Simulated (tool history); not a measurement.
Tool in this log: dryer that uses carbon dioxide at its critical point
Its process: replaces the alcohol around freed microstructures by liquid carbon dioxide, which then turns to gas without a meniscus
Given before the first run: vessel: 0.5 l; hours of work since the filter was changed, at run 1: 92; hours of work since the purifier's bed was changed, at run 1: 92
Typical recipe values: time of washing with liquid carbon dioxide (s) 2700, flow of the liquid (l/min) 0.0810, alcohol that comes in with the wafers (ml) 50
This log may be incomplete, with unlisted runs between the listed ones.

| run | hour | time of washing with liquid carbon dioxide (s) | flow of the liquid (l/min) | alcohol that comes in with the wafers (ml) | hours of work since the filter was changed | hours of work since the purifier's bed was changed | alcohol left in the vessel before it's heated (ppm by volume) |
|---|---|---|---|---|---|---|---|
| 1 | 0.0 | 2700 | 0.0810 | 50 | 92 | 92 | 625 |
| 2 | 26.3 | 2700 | 0.0810 | 50 | 100 | 100 | 657 |
| 3 | 58.6 | 2700 | 0.0810 | 63 | 110 | 110 | 828 |
| 4 | 88.8 | 2700 | 0.0810 | 50 | 119 | 119 | 699 |
| 5 | 129.1 | 2700 | 0.0810 | 50 | 131 | 131 | 710 |
| 6 | 163.8 | 2700 | 0.0810 | 50 | 142 | 142 | 749 |
| 7 | 196.0 | 2700 | 0.0810 | 50 | 152 | 152 | 763 |
| 8 | 224.5 | 2700 | 0.0810 | 50 | 161 | 161 | 813 |
| 9 | 249.3 | 1860 | 0.0810 | 50 | 168 | 168 | 3597 |
| 10 | 271.7 | 2700 | 0.0810 | 50 | 175 | 175 | 805 |
| 11 | 297.0 | 2700 | 0.0810 | 50 | 183 | 183 | 860 |
|  | 312.6 | inlet filter changed |
| 12 | 326.5 | 2700 | 0.0810 | 50 | 4 | 192 | 497 |
| 13 | 357.4 | 2700 | 0.0810 | 50 | 14 | 201 | 530 |
| 14 | 379.6 | 2700 | 0.0810 | 50 | 21 | 208 | 546 |
| 15 | 406.2 | 2700 | 0.0810 | 22 | 29 | 216 | 276 |
| 16 | 450.8 | 2700 | 0.0810 | 22 | 42 | 230 | 293 |
| 17 | 474.1 | 2700 | 0.0810 | 50 | 50 | 237 | 587 |
| 18 | 494.2 | 3240 | 0.1102 | 84 | 56 | 243 | 103 |
| 19 | 515.8 | 3240 | 0.1102 | 84 | 62 | 250 | 99 |
| 20 | 537.9 | 3240 | 0.0928 | 34 | 69 | 257 | 115 |
| 21 | 570.3 | 3240 | 0.0928 | 34 | 79 | 266 | 132 |
| 22 | 600.3 | 3240 | 0.1152 | 36 | 88 | 276 | 79 |
| 23 | 623.9 | 2280 | 0.0686 | 36 | 95 | 283 | 1876 |
| 24 | 658.4 | 3540 | 0.0895 | 50 | 106 | 294 | 139 |
| 25 | 691.0 | 3540 | 0.0895 | 50 | 116 | 303 | 148 |
| 26 | 735.2 | 2700 | 0.0810 | 56 | 130 | 317 | 878 |
| 27 | 757.3 | 2700 | 0.0810 | 56 | 136 | 324 | 880 |
| 28 | 778.1 | 2700 | 0.0810 | 56 | 143 | 330 | 922 |
| 29 | 811.4 | 2700 | 0.0810 | 56 | 153 | 340 | 921 |
| 30 | 835.9 | 2700 | 0.0669 | 64 | 161 | 348 | 2331 |
| 31 | 874.1 | 2700 | 0.0669 | 64 | 172 | 360 | 2436 |
| 32 | 905.0 | 3300 | 0.0763 | 50 | 182 | 369 | 495 |
|  | 923.2 | inlet filter changed |
| 33 | 941.4 | 3540 | 0.0506 | 29 | 6 | 380 | 689 |

Below are 4 alternative next runs, each starting from the tool's condition after run 33. Predict each:
| A | 977.8 | 2520 | 0.0506 | 95 | 17 | 391 | ? |
| B | 977.8 | 2700 | 0.0540 | 26 | 17 | 391 | ? |
| C | 977.8 | 2700 | 0.1024 | 35 | 17 | 391 | ? |
| D | 977.8 | 2940 | 0.0506 | 29 | 17 | 391 | ? |

| run | alcohol left in the vessel before it's heated (ppm by volume) |
|---|---|
| A | 7876 |
| B | 1433 |
| C | 182 |
| D | 1462 |
Without the tool's unlogged condition, the same runs would have read:
| run | alcohol left in the vessel before it's heated (ppm by volume) |
|---|---|
| A | 7456 |
| B | 1283 |
| C | 89 |
| D | 1309 |
